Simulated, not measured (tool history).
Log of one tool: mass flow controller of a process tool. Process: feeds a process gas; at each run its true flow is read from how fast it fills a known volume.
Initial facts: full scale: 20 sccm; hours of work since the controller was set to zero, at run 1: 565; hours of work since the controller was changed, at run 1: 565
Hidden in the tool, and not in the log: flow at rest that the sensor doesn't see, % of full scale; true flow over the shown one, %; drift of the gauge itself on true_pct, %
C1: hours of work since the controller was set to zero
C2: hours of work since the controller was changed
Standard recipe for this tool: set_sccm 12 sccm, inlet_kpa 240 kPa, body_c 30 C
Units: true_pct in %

{"run": 1, "hour": 0.0, "set_sccm": 12, "inlet_kpa": 240, "body_c": 30, "C1": 565, "C2": 565, "true_pct": 99.22}
{"run": 2, "hour": 97.6, "set_sccm": 12, "inlet_kpa": 240, "body_c": 31, "C1": 619, "C2": 619, "true_pct": 99.18}
{"run": 3, "hour": 192.7, "set_sccm": 12, "inlet_kpa": 240, "body_c": 31, "C1": 671, "C2": 671, "true_pct": 99.15}
{"run": 4, "hour": 249.8, "set_sccm": 12, "inlet_kpa": 240, "body_c": 31, "C1": 703, "C2": 703, "true_pct": 99.19}
{"run": 5, "hour": 331.3, "set_sccm": 12, "inlet_kpa": 240, "body_c": 31, "C1": 747, "C2": 747, "true_pct": 99.05}
{"run": 6, "hour": 389.3, "set_sccm": 12, "inlet_kpa": 240, "body_c": 31, "C1": 779, "C2": 779, "true_pct": 99.13}
{"run": 7, "hour": 438.7, "set_sccm": 3, "inlet_kpa": 240, "body_c": 30, "C1": 806, "C2": 806, "true_pct": 97.31}
{"run": 8, "hour": 503.3, "set_sccm": 3, "inlet_kpa": 240, "body_c": 30, "C1": 842, "C2": 842, "true_pct": 97.28}
{"run": 9, "hour": 583.2, "set_sccm": 12, "inlet_kpa": 240, "body_c": 37, "C1": 886, "C2": 886, "true_pct": 99.46}
{"run": 10, "hour": 661.6, "set_sccm": 12, "inlet_kpa": 240, "body_c": 37, "C1": 929, "C2": 929, "true_pct": 99.53}
{"run": 11, "hour": 763.7, "set_sccm": 12, "inlet_kpa": 240, "body_c": 37, "C1": 985, "C2": 985, "true_pct": 99.52}
{"run": 12, "hour": 845.6, "set_sccm": 12, "inlet_kpa": 240, "body_c": 29, "C1": 1030, "C2": 1030, "true_pct": 98.9}
{"run": 13, "hour": 903.1, "set_sccm": 12, "inlet_kpa": 240, "body_c": 29, "C1": 1062, "C2": 1062, "true_pct": 99.03}
{"run": 14, "hour": 1001.1, "set_sccm": 6, "inlet_kpa": 257, "body_c": 24, "C1": 1116, "C2": 1116, "true_pct": 97.62}
{"run": 15, "hour": 1083.7, "set_sccm": 6, "inlet_kpa": 253, "body_c": 30, "C1": 1161, "C2": 1161, "true_pct": 97.92}

Run 16 comes next. What will it give?
{"hour": 1089.3, "done": "controller's zero set anew"}
{"run": 16, "hour": 1176.3, "set_sccm": 3, "inlet_kpa": 240, "body_c": 30, "C1": 48, "C2": 1212, "true_pct": "?"}

true_pct: 96.59 %
With no hidden state in the tool, this same run would have given true_pct 98.52 %.
